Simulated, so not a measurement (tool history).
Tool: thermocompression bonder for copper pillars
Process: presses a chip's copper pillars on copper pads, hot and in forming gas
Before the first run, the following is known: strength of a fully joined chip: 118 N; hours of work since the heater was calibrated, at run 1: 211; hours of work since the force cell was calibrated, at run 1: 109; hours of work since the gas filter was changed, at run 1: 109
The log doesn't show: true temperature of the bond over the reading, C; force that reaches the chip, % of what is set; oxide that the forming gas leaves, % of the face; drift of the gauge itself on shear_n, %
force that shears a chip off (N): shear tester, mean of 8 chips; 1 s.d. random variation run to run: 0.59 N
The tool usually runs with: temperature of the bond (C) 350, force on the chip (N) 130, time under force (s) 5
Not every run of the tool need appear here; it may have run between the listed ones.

| run | hour | temperature of the bond (C) | force on the chip (N) | time under force (s) | hours of work since the heater was calibrated | hours of work since the force cell was calibrated | hours of work since the gas filter was changed | force that shears a chip off (N) |
|---|---|---|---|---|---|---|---|---|
| 1 | 0.0 | 350 | 130 | 5 | 211 | 109 | 109 | 81.9 |
| 2 | 35.0 | 350 | 130 | 11 | 226 | 125 | 125 | 95.4 |
| 3 | 83.3 | 350 | 130 | 11 | 247 | 145 | 145 | 96.1 |
| 4 | 143.9 | 350 | 130 | 11 | 273 | 172 | 172 | 94.8 |
| 5 | 186.9 | 359 | 130 | 5 | 291 | 190 | 190 | 84.0 |
| 6 | 234.9 | 359 | 130 | 5 | 312 | 211 | 211 | 84.7 |
| 7 | 301.8 | 350 | 130 | 7 | 341 | 240 | 240 | 85.7 |
| 8 | 357.1 | 350 | 130 | 5 | 365 | 264 | 264 | 77.3 |
| 9 | 399.8 | 350 | 130 | 5 | 383 | 282 | 282 | 78.1 |
| 10 | 452.3 | 350 | 130 | 5 | 406 | 305 | 305 | 77.2 |
| 11 | 501.2 | 350 | 130 | 5 | 427 | 326 | 326 | 77.0 |
| 12 | 531.2 | 362 | 130 | 5 | 440 | 339 | 339 | 81.6 |
| 13 | 589.1 | 350 | 130 | 10 | 465 | 364 | 364 | 87.8 |
| 14 | 624.7 | 350 | 130 | 10 | 481 | 379 | 379 | 87.4 |
|  | 635.4 | forming gas filter changed |
| 15 | 659.3 | 350 | 130 | 13 | 495 | 394 | 10 | 102.9 |
| 16 | 689.2 | 321 | 130 | 13 | 508 | 407 | 23 | 89.4 |
| 17 | 724.0 | 321 | 130 | 13 | 523 | 422 | 38 | 88.7 |
| 18 | 755.5 | 321 | 130 | 13 | 537 | 436 | 52 | 86.9 |
| 19 | 811.2 | 321 | 130 | 13 | 561 | 460 | 76 | 86.7 |
|  | 817.7 | heater calibrated with a thermocouple chip |
| 20 | 855.6 | 321 | 130 | 13 | 16 | 478 | 94 | 89.0 |
| 21 | 900.0 | 375 | 90 | 12 | 36 | 497 | 113 | 93.6 |
| 22 | 969.2 | 350 | 117 | 3 | 65 | 527 | 143 | 66.2 |
| 23 | 1017.9 | 332 | 134 | 14 | 86 | 548 | 164 | 93.6 |
| 24 | 1046.8 | 329 | 118 | 7 | 99 | 560 | 177 | 71.8 |
| 25 | 1094.4 | 350 | 134 | 10 | 119 | 581 | 197 | 93.8 |
| 26 | 1131.3 | 350 | 112 | 4 | 135 | 597 | 213 | 69.4 |
|  | 1185.5 | heater calibrated with a thermocouple chip, once more |
| 27 | 1199.7 | 349 | 131 | 8 | 6 | 626 | 242 | 85.1 |
| 28 | 1253.5 | 376 | 132 | 5 | 29 | 649 | 265 | 87.4 |
| 29 | 1287.0 | 335 | 130 | 4 | 44 | 663 | 280 | 64.2 |
| 30 | 1336.5 | 345 | 122 | 4 | 65 | 685 | 301 | 65.0 |
| 31 | 1383.1 | 341 | 122 | 7 | 85 | 705 | 321 | 73.8 |
| 32 | 1418.6 | 350 | 130 | 4 | 101 | 720 | 337 | 70.0 |
| 33 | 1487.2 | 350 | 188 | 5 | 130 | 750 | 366 | 87.8 |
|  | 1509.9 | force cell calibrated |
|  | 1529.2 | forming gas filter changed |
| 34 | 1548.5 | 350 | 130 | 5 | 156 | 16 | 8 | 84.6 |
| 35 | 1582.8 | 323 | 103 | 8 | 171 | 31 | 23 | 67.7 |
| 36 | 1623.0 | 367 | 167 | 4 | 188 | 49 | 40 | 99.1 |
| 37 | 1693.4 | 367 | 167 | 4 | 219 | 79 | 71 | 97.2 |
| 38 | 1750.0 | 325 | 189 | 5 | 243 | 104 | 95 | 87.4 |
| 39 | 1790.6 | 325 | 189 | 5 | 261 | 121 | 113 | 86.9 |

Below are 4 alternative next runs, each starting from the tool's condition after run 39. Predict each:
| A | 1832.0 | 350 | 167 | 5 | 278 | 139 | 131 | ? |
| B | 1832.0 | 350 | 111 | 5 | 278 | 139 | 131 | ? |
| C | 1832.0 | 325 | 189 | 5 | 278 | 139 | 131 | ? |
| D | 1832.0 | 378 | 147 | 5 | 278 | 139 | 131 | ? |

| run | force that shears a chip off (N) |
|---|---|
| A | 91.5 |
| B | 74.1 |
| C | 85.4 |
| D | 97.8 |
The same runs, with their run-to-run variation unchanged, on a tool lacking any hidden condition would have given:
| run | force that shears a chip off (N) |
|---|---|
| A | 95.1 |
| B | 77.0 |
| C | 88.7 |
| D | 101.7 |

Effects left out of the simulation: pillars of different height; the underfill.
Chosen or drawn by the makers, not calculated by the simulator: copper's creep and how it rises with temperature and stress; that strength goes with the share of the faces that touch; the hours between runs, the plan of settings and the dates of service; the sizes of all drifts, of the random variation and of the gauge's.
